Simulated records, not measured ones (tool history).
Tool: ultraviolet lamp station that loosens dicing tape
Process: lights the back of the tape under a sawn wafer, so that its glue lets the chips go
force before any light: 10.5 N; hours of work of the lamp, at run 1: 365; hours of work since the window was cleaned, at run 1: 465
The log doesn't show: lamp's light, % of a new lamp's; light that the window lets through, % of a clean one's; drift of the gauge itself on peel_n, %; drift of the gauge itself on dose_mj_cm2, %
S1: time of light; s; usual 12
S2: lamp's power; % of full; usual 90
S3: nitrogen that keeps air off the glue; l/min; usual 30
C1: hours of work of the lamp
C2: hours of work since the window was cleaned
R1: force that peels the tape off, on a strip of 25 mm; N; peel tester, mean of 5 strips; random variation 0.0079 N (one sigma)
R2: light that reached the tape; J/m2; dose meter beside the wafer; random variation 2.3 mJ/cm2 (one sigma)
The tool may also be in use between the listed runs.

| run | hour | S1 | S2 | S3 | C1 | C2 | R1 | R2 |
|---|---|---|---|---|---|---|---|---|
| 1 | 0 | 12 | 90 | 30 | 365 | 465 | 0.472 | 1970 |
| 2 | 18.5 | 12 | 90 | 30 | 376 | 476 | 0.452 | 1970 |
| 3 | 51.2 | 12 | 90 | 30 | 397 | 497 | 0.459 | 1910 |
|  | 65.5 | window cleaned of glue's vapour |
| 4 | 83.1 | 12 | 90 | 30 | 417 | 11 | 0.372 | 2160 |
| 5 | 118.6 | 12 | 90 | 30 | 439 | 33 | 0.403 | 2140 |
| 6 | 143.4 | 12 | 90 | 30 | 455 | 49 | 0.389 | 2130 |
| 7 | 173.9 | 12 | 90 | 10 | 474 | 68 | 0.97 | 2070 |
| 8 | 197.8 | 12 | 90 | 10 | 489 | 83 | 0.989 | 2070 |
| 9 | 228.4 | 12 | 63 | 30 | 508 | 103 | 0.941 | 1450 |
| 10 | 258 | 12 | 63 | 30 | 527 | 121 | 0.965 | 1460 |
| 11 | 288.6 | 23 | 97 | 43 | 546 | 141 | 0.169 | 4230 |
| 12 | 309.2 | 23 | 97 | 43 | 559 | 154 | 0.153 | 4180 |
| 13 | 324.6 | 8 | 68 | 15 | 569 | 163 | 2.628 | 1010 |
| 14 | 351.4 | 12 | 68 | 15 | 586 | 180 | 1.369 | 1480 |

Forecast each of these 5 alternatives for the next run:
| A | 380.1 | 7 | 60 | 30 | 604 | 198 | ? | ? |
| B | 380.1 | 23 | 77 | 15 | 604 | 198 | ? | ? |
| C | 380.1 | 12 | 68 | 32 | 604 | 198 | ? | ? |
| D | 380.1 | 20 | 80 | 13 | 604 | 198 | ? | ? |
| E | 380.1 | 12 | 90 | 15 | 604 | 198 | ? | ? |

| run | R1 | R2 |
|---|---|---|
| A | 2.634 | 750 |
| B | 0.256 | 3240 |
| C | 0.83 | 1540 |
| D | 0.352 | 2950 |
| E | 0.793 | 1940 |
Without the tool's hidden state the same runs would have given:
| run | R1 | R2 |
|---|---|---|
| A | 2.04 | 900 |
| B | 0.192 | 3880 |
| C | 0.551 | 1840 |
| D | 0.243 | 3530 |
| E | 0.524 | 2330 |
